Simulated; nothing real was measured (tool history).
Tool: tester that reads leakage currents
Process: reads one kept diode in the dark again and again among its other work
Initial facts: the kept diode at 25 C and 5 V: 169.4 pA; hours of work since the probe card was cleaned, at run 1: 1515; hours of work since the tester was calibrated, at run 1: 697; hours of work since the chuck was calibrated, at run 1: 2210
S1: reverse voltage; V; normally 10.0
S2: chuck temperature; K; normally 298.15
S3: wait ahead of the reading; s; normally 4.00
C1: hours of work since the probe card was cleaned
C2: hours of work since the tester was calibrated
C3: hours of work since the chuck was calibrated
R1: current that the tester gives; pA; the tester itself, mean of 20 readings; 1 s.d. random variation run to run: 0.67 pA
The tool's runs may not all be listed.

run	hour	S1	S2	S3	C1	C2	C3	R1
1	0.0	10.0	298.15	4.00	1515	697	2210	261.67
2	27.9	10.0	298.15	4.00	1534	716	2229	261.86
3	74.5	10.0	298.15	4.00	1565	747	2260	263.27
4	114.7	10.0	298.15	3.38	1592	774	2287	262.92
5	149.0	10.0	309.15	4.00	1615	797	2310	578.20
6	185.5	10.0	298.15	4.00	1639	821	2335	265.31
7	213.6	10.0	298.15	4.00	1658	840	2354	263.94
8	247.7	10.0	298.15	4.00	1681	863	2376	265.81
9	276.2	10.0	298.15	4.00	1700	882	2396	266.81
10	305.3	10.0	298.15	4.00	1719	901	2415	265.00
11	331.4	1.8	298.15	4.00	1737	919	2432	135.10
# hour 347.1: chuck's temperature calibrated
12	364.3	1.8	298.15	4.00	1758	940	12	118.31
13	405.0	1.8	298.15	4.00	1785	967	39	118.68
14	427.7	1.8	298.15	4.00	1800	982	54	118.37
15	464.4	1.8	298.15	4.00	1825	1007	79	118.38
16	503.3	1.8	331.15	4.00	1851	1033	105	1137.15
17	545.6	10.0	298.15	4.00	1879	1061	133	236.79
18	576.6	10.0	298.15	4.00	1900	1082	154	237.48
19	619.8	10.0	298.15	3.77	1929	1111	183	237.54
20	656.7	10.0	298.15	3.77	1954	1136	207	239.39
21	694.7	5.7	307.15	2.55	1979	1161	233	364.82
22	733.6	5.7	307.15	2.55	2005	1187	259	366.49
23	774.3	10.0	295.15	4.00	2032	1214	286	192.82
24	820.0	1.1	293.15	1.59	2063	1245	317	68.09
25	839.9	1.1	293.15	1.59	2076	1258	330	68.26
26	879.2	5.1	294.15	0.61	2103	1285	356	138.13
27	903.3	9.6	298.15	3.92	2119	1301	373	237.02
28	949.9	9.6	298.15	3.92	2150	1332	404	238.18
29	992.9	9.6	298.15	3.92	2179	1361	433	239.44
30	1020.5	2.9	298.15	1.91	2197	1379	451	147.58
31	1060.8	3.4	293.15	4.55	2224	1406	478	108.08
32	1102.9	1.0	298.15	1.21	2252	1434	506	97.64
33	1125.9	1.0	298.15	1.21	2268	1450	522	97.08
34	1160.1	1.0	298.15	1.21	2291	1473	545	97.48
35	1196.0	17.8	298.15	2.98	2315	1497	569	312.37
36	1225.3	17.8	298.15	2.98	2334	1516	588	314.58
37	1263.8	1.8	298.15	0.75	2360	1542	614	123.96
38	1284.2	1.8	298.15	0.75	2374	1556	628	123.62
39	1306.8	10.0	328.15	4.00	2389	1571	643	1870.80
40	1352.9	10.0	306.15	1.05	2420	1602	674	438.21

Forecast each of these 4 alternatives for the next run:
A	1385.4	10.3	298.15	2.05	2442	1624	696	?
B	1385.4	5.7	306.15	4.39	2442	1624	696	?
C	1385.4	3.5	298.15	0.99	2442	1624	696	?
D	1385.4	4.5	331.15	0.36	2442	1624	696	?

run	R1
A	251.36
B	350.61
C	162.62
D	1659.06
The same runs, with their run-to-run variation unchanged, on a tool lacking any hidden condition would have given:
run	R1
A	224.70
B	324.61
C	149.11
D	1576.82

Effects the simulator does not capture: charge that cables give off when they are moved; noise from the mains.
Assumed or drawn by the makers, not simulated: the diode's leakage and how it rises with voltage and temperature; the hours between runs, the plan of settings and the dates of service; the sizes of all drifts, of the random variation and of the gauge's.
